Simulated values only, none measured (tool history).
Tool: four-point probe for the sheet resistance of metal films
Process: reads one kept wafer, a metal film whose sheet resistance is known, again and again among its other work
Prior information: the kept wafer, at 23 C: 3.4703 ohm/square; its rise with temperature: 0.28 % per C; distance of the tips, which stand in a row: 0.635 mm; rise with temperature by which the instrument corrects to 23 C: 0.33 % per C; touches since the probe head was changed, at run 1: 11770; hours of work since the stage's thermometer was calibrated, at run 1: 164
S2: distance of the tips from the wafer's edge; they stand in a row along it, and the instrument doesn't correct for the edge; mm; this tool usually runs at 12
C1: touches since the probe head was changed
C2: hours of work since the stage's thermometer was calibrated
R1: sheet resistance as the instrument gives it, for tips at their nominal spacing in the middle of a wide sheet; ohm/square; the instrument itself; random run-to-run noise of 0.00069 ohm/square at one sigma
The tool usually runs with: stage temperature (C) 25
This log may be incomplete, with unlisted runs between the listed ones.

run 1 hour=0.0 | stage_temperature_(C)=25 S2=12 | C1=11770 C2=164 | R1=3.477670
run 2 hour=15.8 | stage_temperature_(C)=25 S2=45 | C1=12057 C2=171 | R1=3.473596
run 3 hour=32.5 | stage_temperature_(C)=25 S2=45 | C1=12360 C2=179 | R1=3.472491
run 4 hour=41.1 | stage_temperature_(C)=25 S2=45 | C1=12517 C2=183 | R1=3.471969
run 5 hour=53.6 | stage_temperature_(C)=25 S2=45 | C1=12744 C2=189 | R1=3.472341
run 6 hour=64.7 | stage_temperature_(C)=25 S2=45 | C1=12946 C2=194 | R1=3.471529
run 7 hour=80.1 | stage_temperature_(C)=25 S2=45 | C1=13226 C2=201 | R1=3.473102
run 8 hour=96.1 | stage_temperature_(C)=25 S2=12 | C1=13516 C2=208 | R1=3.477547
run 9 hour=111.1 | stage_temperature_(C)=33 S2=12 | C1=13789 C2=215 | R1=3.464370
run 10 hour=128.6 | stage_temperature_(C)=21 S2=12 | C1=14107 C2=223 | R1=3.484566
run 11 hour=140.5 | stage_temperature_(C)=25 S2=12 | C1=14322 C2=229 | R1=3.478296
run 12 hour=153.4 | stage_temperature_(C)=32 S2=12 | C1=14556 C2=235 | R1=3.463893
run 13 hour=161.2 | stage_temperature_(C)=25 S2=12 | C1=14699 C2=239 | R1=3.476726
run 14 hour=171.9 | stage_temperature_(C)=25 S2=12 | C1=14892 C2=244 | R1=3.477219
run 15 hour=182.0 | stage_temperature_(C)=27 S2=12 | C1=15077 C2=248 | R1=3.473029
run 16 hour=192.1 | stage_temperature_(C)=33 S2=23 | C1=15260 C2=253 | R1=3.459600
run 17 hour=199.9 | stage_temperature_(C)=19 S2=48 | C1=15401 C2=257 | R1=3.482601
run 18 hour=214.7 | stage_temperature_(C)=19 S2=48 | C1=15670 C2=264 | R1=3.483773
run 19 hour=231.2 | stage_temperature_(C)=34 S2=4 | C1=15970 C2=271 | R1=3.502545
run 20 hour=248.1 | stage_temperature_(C)=34 S2=4 | C1=16278 C2=279 | R1=3.502043
run 21 hour=259.2 | stage_temperature_(C)=33 S2=4 | C1=16480 C2=284 | R1=3.503562
run 22 hour=266.8 | stage_temperature_(C)=33 S2=4 | C1=16617 C2=288 | R1=3.504048
run 23 hour=277.6 | stage_temperature_(C)=33 S2=4 | C1=16813 C2=293 | R1=3.503244
run 24 hour=293.7 | stage_temperature_(C)=21 S2=32 | C1=17106 C2=300 | R1=3.479766
run 25 hour=311.4 | stage_temperature_(C)=20 S2=16 | C1=17428 C2=309 | R1=3.483181
run 26 hour=323.5 | stage_temperature_(C)=34 S2=8 | C1=17648 C2=314 | R1=3.468718
run 27 hour=337.7 | stage_temperature_(C)=34 S2=8 | C1=17905 C2=321 | R1=3.466444
run 28 hour=348.5 | stage_temperature_(C)=34 S2=8 | C1=18102 C2=326 | R1=3.467600
run 29 hour=365.0 | stage_temperature_(C)=34 S2=8 | C1=18402 C2=334 | R1=3.466456
run 30 hour=377.7 | stage_temperature_(C)=25 S2=4 | C1=18632 C2=339 | R1=3.517742

Forecast each of these 4 alternatives for the next run:
run A hour=391.2 | stage_temperature_(C)=22 S2=38 | C1=18877 C2=346 | R1=?
run B hour=391.2 | stage_temperature_(C)=23 S2=4 | C1=18877 C2=346 | R1=?
run C hour=391.2 | stage_temperature_(C)=30 S2=10 | C1=18877 C2=346 | R1=?
run D hour=391.2 | stage_temperature_(C)=25 S2=52 | C1=18877 C2=346 | R1=?

run=A R1=3.476384
run=B R1=3.522470
run=C R1=3.470129
run=D R1=3.472877
Had the tool no hidden state, the same runs would have come out as:
run=A R1=3.471839
run=B R1=3.517868
run=C R1=3.465572
run=D R1=3.468329
